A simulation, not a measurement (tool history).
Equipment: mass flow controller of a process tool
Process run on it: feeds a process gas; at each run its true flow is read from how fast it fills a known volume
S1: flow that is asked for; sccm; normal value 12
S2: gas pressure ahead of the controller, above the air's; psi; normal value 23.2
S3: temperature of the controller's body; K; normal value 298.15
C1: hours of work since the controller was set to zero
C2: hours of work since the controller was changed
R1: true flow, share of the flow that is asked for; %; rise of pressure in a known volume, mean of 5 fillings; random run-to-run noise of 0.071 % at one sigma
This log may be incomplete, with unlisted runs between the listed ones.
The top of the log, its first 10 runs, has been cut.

run	hour	S1	S2	S3	C1	C2	R1
11	664.8	12	23.2	303.15	3403	3403	102.12
12	747.5	12	23.2	303.15	3464	3464	102.19
13	845.4	11	23.2	298.15	3536	3536	102.81
14	905.2	11	23.2	298.15	3579	3579	102.88
15	991.9	11	23.2	298.15	3643	3643	102.94
16	1080.4	12	20.6	298.15	3708	3708	102.68
17	1163.7	12	26.3	298.15	3769	3769	103.2
18	1213.1	17	36.4	296.15	3806	3806	103.74
19	1277.2	12	31	307.15	3853	3853	102.69
20	1316.8	12	31	307.15	3882	3882	102.68
21	1368.2	7	22.8	304.15	3919	3919	103.06
22	1423.1	12	33.1	309.15	3960	3960	102.7
23	1520.8	4	31.6	301.15	4031	4031	104.95
24	1568.4	8	23.2	299.15	4066	4066	103.45
25	1625.3	6	34.5	307.15	4108	4108	103.94
26	1703.7	8	23.9	299.15	4166	4166	103.54
27	1756.1	8	23.9	299.15	4204	4204	103.72
28	1832.6	12	32.3	294.15	4260	4260	104.17
29	1883.1	3	23.2	298.15	4297	4297	106.14
30	1971.4	12	20.9	296.15	4362	4362	103.51
31	2062.2	12	27.8	303.15	4429	4429	103.45
32	2120.4	5	23.2	297.15	4472	4472	104.96
33	2165.9	7	36.1	297.15	4505	4505	105.04

Consider 3 possible next runs. They are alternatives, not a sequence: every one starts from the tool as it was left by run 33. What does each give?
A	2211.5	12	21.2	304.15	4538	4538	?
B	2211.5	16	26	297.15	4538	4538	?
C	2211.5	12	21.3	297.15	4538	4538	?

run	R1
A	103.01
B	103.58
C	103.69
Had the tool no hidden state, the same runs would have come out as:
run	R1
A	98.83
B	99.67
C	99.5
